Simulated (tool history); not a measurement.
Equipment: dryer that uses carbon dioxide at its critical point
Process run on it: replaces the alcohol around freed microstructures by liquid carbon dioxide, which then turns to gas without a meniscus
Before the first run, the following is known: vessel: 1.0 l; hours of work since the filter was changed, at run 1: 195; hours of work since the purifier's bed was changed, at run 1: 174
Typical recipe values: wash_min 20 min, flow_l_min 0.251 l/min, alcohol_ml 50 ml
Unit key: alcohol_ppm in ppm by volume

run	hour	wash_min	flow_l_min	alcohol_ml	hours of work since the filter was changed	hours of work since the purifier's bed was changed	alcohol_ppm
1	0.0	20	0.251	50	195	174	605
2	13.8	20	0.251	50	202	181	609
3	25.2	20	0.214	50	208	187	1110
4	37.3	16	0.251	50	215	193	1482
5	45.0	17	0.251	50	219	198	1174
6	52.4	20	0.251	50	223	201	606
7	66.7	20	0.251	50	230	209	630
8	75.3	20	0.251	50	235	214	624
9	89.4	20	0.251	50	242	221	645
10	97.4	18	0.305	23	247	225	231
11	108.8	26	0.237	93	253	232	439
12	117.8	26	0.237	93	257	236	460
13	132.4	20	0.164	25	265	244	1392
14	143.1	16	0.251	36	271	250	1151
15	156.9	28	0.279	50	278	257	85
16	167.2	20	0.386	43	284	263	83
17	178.6	21	0.202	34	290	269	907

Predict each of these 5 candidate next runs independently; none follows another, all start after run 17:
A	185.8	21	0.202	102	294	272	?
B	185.8	19	0.224	28	294	272	?
C	185.8	20	0.337	45	294	272	?
D	185.8	26	0.214	72	294	272	?
E	185.8	15	0.251	71	294	272	?

run	alcohol_ppm
A	2671
B	716
C	169
D	621
E	2784
Had the tool no hidden state, the same runs would have come out as:
run	alcohol_ppm
A	1844
B	482
C	85
D	374
E	2007
